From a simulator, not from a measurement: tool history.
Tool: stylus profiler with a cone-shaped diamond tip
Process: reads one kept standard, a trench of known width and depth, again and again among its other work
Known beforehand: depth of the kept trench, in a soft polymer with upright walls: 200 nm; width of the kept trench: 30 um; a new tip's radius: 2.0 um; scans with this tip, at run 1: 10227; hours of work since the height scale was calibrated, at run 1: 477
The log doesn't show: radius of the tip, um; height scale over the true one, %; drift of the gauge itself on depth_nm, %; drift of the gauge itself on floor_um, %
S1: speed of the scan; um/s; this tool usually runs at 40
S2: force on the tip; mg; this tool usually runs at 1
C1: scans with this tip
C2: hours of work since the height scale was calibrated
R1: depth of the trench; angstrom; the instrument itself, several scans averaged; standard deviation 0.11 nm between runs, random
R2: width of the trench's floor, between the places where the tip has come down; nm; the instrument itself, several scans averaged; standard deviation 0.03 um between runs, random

| run | hour | S1 | S2 | C1 | C2 | R1 | R2 |
|---|---|---|---|---|---|---|---|
| 1 | 0 | 40 | 1 | 10227 | 477 | 2003.4 | 27630 |
| 2 | 49.2 | 40 | 1 | 10429 | 510 | 2003.5 | 27680 |
| 3 | 121.4 | 68 | 1 | 10724 | 560 | 2002.9 | 27510 |
| 4 | 170.7 | 11 | 1 | 10926 | 594 | 2003.8 | 27740 |
| 5 | 210.9 | 46 | 1 | 11091 | 622 | 2003.6 | 27600 |
| 6 | 278.5 | 40 | 0.95 | 11368 | 668 | 2001.1 | 27580 |
|  | 283.1 | height scale calibrated on a step standard |
| 7 | 323.7 | 40 | 0.95 | 11551 | 28 | 1997.7 | 27590 |
| 8 | 385.7 | 135 | 0.34 | 11805 | 70 | 1996.8 | 26580 |
| 9 | 424.8 | 52 | 0.34 | 11965 | 97 | 1992 | 27310 |
| 10 | 501.8 | 52 | 0.34 | 12281 | 150 | 1994.7 | 27310 |
|  | 525.8 | height scale calibrated on a step standard, once more |
| 11 | 539.5 | 52 | 0.34 | 12433 | 9 | 2003.6 | 27260 |

Consider 5 possible next runs. They are alternatives, not a sequence: every one starts from the tool as it was left by run 11. What does each give?
| A | 589.7 | 148 | 2.8 | 12639 | 44 | ? | ? |
| B | 589.7 | 109 | 1.46 | 12639 | 44 | ? | ? |
| C | 589.7 | 52 | 1.43 | 12639 | 44 | ? | ? |
| D | 589.7 | 30 | 1.98 | 12639 | 44 | ? | ? |
| E | 589.7 | 90 | 1.52 | 12639 | 44 | ? | ? |

| run | R1 | R2 |
|---|---|---|
| A | 2016.2 | 27300 |
| B | 2012.1 | 27260 |
| C | 2011.8 | 27520 |
| D | 2013.4 | 27700 |
| E | 2011.8 | 27360 |
With the hidden condition removed and each run's random variation left untouched, the same runs would have given:
| run | R1 | R2 |
|---|---|---|
| A | 2016.1 | 27780 |
| B | 2012 | 27740 |
| C | 2011.7 | 28000 |
| D | 2013.3 | 28180 |
| E | 2011.8 | 27830 |

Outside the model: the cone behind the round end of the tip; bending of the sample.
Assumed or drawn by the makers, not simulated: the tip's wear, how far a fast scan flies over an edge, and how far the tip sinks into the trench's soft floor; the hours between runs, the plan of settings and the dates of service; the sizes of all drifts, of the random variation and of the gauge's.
